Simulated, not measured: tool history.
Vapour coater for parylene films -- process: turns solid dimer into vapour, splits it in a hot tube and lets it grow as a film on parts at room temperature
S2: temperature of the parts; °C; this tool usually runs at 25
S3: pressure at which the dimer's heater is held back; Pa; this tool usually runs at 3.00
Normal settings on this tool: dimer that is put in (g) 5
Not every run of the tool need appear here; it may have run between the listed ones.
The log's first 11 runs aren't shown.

Run 12, hour 536.8: usual settings. Result: thickness of the film (um) 1.22.
Run 13, hour 591.1: usual settings. Result: thickness of the film (um) 1.22.
Run 14, hour 633.5: usual settings but S2 20 °C. Result: thickness of the film (um) 1.53.
At hour 663.2: table's thermometer calibrated.
Run 15, hour 697.0: usual settings but S2 20 °C. Result: thickness of the film (um) 1.59.
Run 16, hour 729.0: usual settings. Result: thickness of the film (um) 1.25.
Run 17, hour 793.4: usual settings but dimer that is put in (g) 6, S2 32 °C, S3 3.87 Pa. Result: thickness of the film (um) 0.99.
At hour 835.6: trap's valve overhauled.
Run 18, hour 849.6: usual settings but dimer that is put in (g) 6, S2 32 °C, S3 3.87 Pa. Result: thickness of the film (um) 1.07.
Run 19, hour 903.7: usual settings but dimer that is put in (g) 6, S2 32 °C, S3 3.87 Pa. Result: thickness of the film (um) 1.06.
Run 20, hour 943.5: usual settings but S2 27 °C. Result: thickness of the film (um) 1.16.
Run 21, hour 987.6: usual settings but dimer that is put in (g) 3, S2 21 °C, S3 7.14 Pa. Result: thickness of the film (um) 0.80.
Run 22, hour 1037.3: usual settings but dimer that is put in (g) 4, S2 24 °C, S3 4.93 Pa. Result: thickness of the film (um) 0.96.
Run 23, hour 1098.3: usual settings but dimer that is put in (g) 4, S3 6.84 Pa. Result: thickness of the film (um) 0.87.
Run 24, hour 1130.8: usual settings but dimer that is put in (g) 4, S3 6.84 Pa. Result: thickness of the film (um) 0.85.
Run 25, hour 1196.8: usual settings but dimer that is put in (g) 3, S2 26 °C, S3 2.43 Pa. Result: thickness of the film (um) 0.75.
Run 26, hour 1238.0: usual settings but dimer that is put in (g) 6, S2 17 °C, S3 3.58 Pa. Result: thickness of the film (um) 2.08.
Run 27, hour 1282.0: usual settings but dimer that is put in (g) 4, S2 19 °C, S3 3.58 Pa. Result: thickness of the film (um) 1.25.
Run 28, hour 1321.9: usual settings but dimer that is put in (g) 3, S2 27 °C. Result: thickness of the film (um) 0.69.
At hour 1368.1: trap's valve overhauled.
Run 29, hour 1377.1: usual settings but S3 11.05 Pa. Result: thickness of the film (um) 1.03.
Run 30, hour 1408.5: usual settings but dimer that is put in (g) 4, S2 26 °C, S3 4.74 Pa. Result: thickness of the film (um) 0.91.
Run 31, hour 1460.7: usual settings but dimer that is put in (g) 7, S2 19 °C, S3 4.35 Pa. Result: thickness of the film (um) 2.25.
Run 32, hour 1519.2: usual settings but dimer that is put in (g) 7, S2 19 °C, S3 4.35 Pa. Result: thickness of the film (um) 2.19.

What if the next run were any one of these 5? Each begins from the tool's condition after run 32:
Run A, hour 1571.3: usual settings but dimer that is put in (g) 3, S2 20 °C, S3 4.35 Pa. Result: thickness of the film (um) ?.
Run B, hour 1571.3: usual settings but dimer that is put in (g) 7, S2 36 °C, S3 2.05 Pa. Result: thickness of the film (um) ?.
Run C, hour 1571.3: usual settings but dimer that is put in (g) 7, S2 19 °C, S3 2.19 Pa. Result: thickness of the film (um) ?.
Run D, hour 1571.3: usual settings but dimer that is put in (g) 2, S2 18 °C, S3 4.35 Pa. Result: thickness of the film (um) ?.
Run E, hour 1571.3: usual settings but dimer that is put in (g) 3, S2 30 °C, S3 3.33 Pa. Result: thickness of the film (um) ?.

run  thickness of the film (um)
  A                        0.89
  B                        1.13
  C                        2.52
  D                        0.67
  E                        0.58
Stripped of hidden state, with their random variation kept, the same runs would have yielded:
run  thickness of the film (um)
  A                        0.93
  B                        1.18
  C                        2.63
  D                        0.69
  E                        0.61

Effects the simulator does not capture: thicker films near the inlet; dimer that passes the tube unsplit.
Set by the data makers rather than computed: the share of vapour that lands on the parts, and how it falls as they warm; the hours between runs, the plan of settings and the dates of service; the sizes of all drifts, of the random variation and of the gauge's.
